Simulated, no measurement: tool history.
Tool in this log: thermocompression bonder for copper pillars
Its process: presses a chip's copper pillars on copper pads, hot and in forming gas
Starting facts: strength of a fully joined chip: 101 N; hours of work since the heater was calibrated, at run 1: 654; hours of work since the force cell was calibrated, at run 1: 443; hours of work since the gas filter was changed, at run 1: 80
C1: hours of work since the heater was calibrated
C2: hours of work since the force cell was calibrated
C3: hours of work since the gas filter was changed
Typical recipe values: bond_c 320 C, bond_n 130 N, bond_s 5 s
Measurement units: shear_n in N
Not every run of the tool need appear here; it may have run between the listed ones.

{"run": 1, "hour": 0.0, "bond_c": 320, "bond_n": 130, "bond_s": 5, "C1": 654, "C2": 443, "C3": 80, "shear_n": 65.2}
{"run": 2, "hour": 40.6, "bond_c": 320, "bond_n": 130, "bond_s": 5, "C1": 677, "C2": 466, "C3": 102, "shear_n": 64.9}
{"hour": 67.5, "done": "forming gas filter changed"}
{"run": 3, "hour": 83.9, "bond_c": 320, "bond_n": 130, "bond_s": 5, "C1": 700, "C2": 489, "C3": 9, "shear_n": 65.6}
{"run": 4, "hour": 129.7, "bond_c": 320, "bond_n": 130, "bond_s": 5, "C1": 726, "C2": 515, "C3": 35, "shear_n": 65.2}
{"run": 5, "hour": 155.0, "bond_c": 320, "bond_n": 130, "bond_s": 5, "C1": 740, "C2": 529, "C3": 49, "shear_n": 65.9}
{"run": 6, "hour": 178.3, "bond_c": 320, "bond_n": 130, "bond_s": 5, "C1": 753, "C2": 542, "C3": 62, "shear_n": 65.7}
{"run": 7, "hour": 208.4, "bond_c": 320, "bond_n": 130, "bond_s": 5, "C1": 770, "C2": 559, "C3": 79, "shear_n": 65.4}
{"hour": 213.7, "done": "heater calibrated with a thermocouple chip"}
{"run": 8, "hour": 246.5, "bond_c": 320, "bond_n": 130, "bond_s": 5, "C1": 18, "C2": 579, "C3": 99, "shear_n": 65.7}
{"run": 9, "hour": 266.0, "bond_c": 320, "bond_n": 130, "bond_s": 5, "C1": 29, "C2": 590, "C3": 110, "shear_n": 66}
{"hour": 279.4, "done": "forming gas filter changed"}
{"run": 10, "hour": 306.2, "bond_c": 320, "bond_n": 130, "bond_s": 5, "C1": 51, "C2": 612, "C3": 15, "shear_n": 66.3}
{"run": 11, "hour": 350.7, "bond_c": 320, "bond_n": 130, "bond_s": 5, "C1": 76, "C2": 637, "C3": 40, "shear_n": 66.5}
{"run": 12, "hour": 374.0, "bond_c": 331, "bond_n": 130, "bond_s": 5, "C1": 89, "C2": 650, "C3": 53, "shear_n": 72.5}
{"run": 13, "hour": 412.3, "bond_c": 347, "bond_n": 130, "bond_s": 5, "C1": 110, "C2": 671, "C3": 74, "shear_n": 81.3}
{"run": 14, "hour": 454.8, "bond_c": 347, "bond_n": 130, "bond_s": 5, "C1": 134, "C2": 695, "C3": 98, "shear_n": 81.4}
{"run": 15, "hour": 485.6, "bond_c": 320, "bond_n": 128, "bond_s": 6, "C1": 151, "C2": 712, "C3": 115, "shear_n": 69.5}
{"hour": 489.9, "done": "forming gas filter changed"}
{"run": 16, "hour": 526.5, "bond_c": 295, "bond_n": 89, "bond_s": 4, "C1": 174, "C2": 734, "C3": 20, "shear_n": 36.8}
{"hour": 546.2, "done": "gauge calibrated"}
{"run": 17, "hour": 569.3, "bond_c": 294, "bond_n": 89, "bond_s": 4, "C1": 198, "C2": 758, "C3": 44, "shear_n": 35.5}
{"run": 18, "hour": 591.2, "bond_c": 310, "bond_n": 89, "bond_s": 12, "C1": 210, "C2": 770, "C3": 56, "shear_n": 63.4}
{"run": 19, "hour": 611.4, "bond_c": 310, "bond_n": 79, "bond_s": 11, "C1": 221, "C2": 782, "C3": 68, "shear_n": 58.6}
{"run": 20, "hour": 647.6, "bond_c": 320, "bond_n": 130, "bond_s": 10, "C1": 241, "C2": 802, "C3": 88, "shear_n": 77.7}
{"run": 21, "hour": 689.3, "bond_c": 323, "bond_n": 179, "bond_s": 3, "C1": 264, "C2": 825, "C3": 111, "shear_n": 66.9}

Run 22 is up next; what results do you expect?
{"hour": 699.2, "done": "forming gas filter changed"}
{"run": 22, "hour": 725.1, "bond_c": 323, "bond_n": 89, "bond_s": 8, "C1": 284, "C2": 845, "C3": 14, "shear_n": "?"}

shear_n: 64.5 N
Minus the tool's unlogged condition, the same run would have read shear_n 63.9 N.
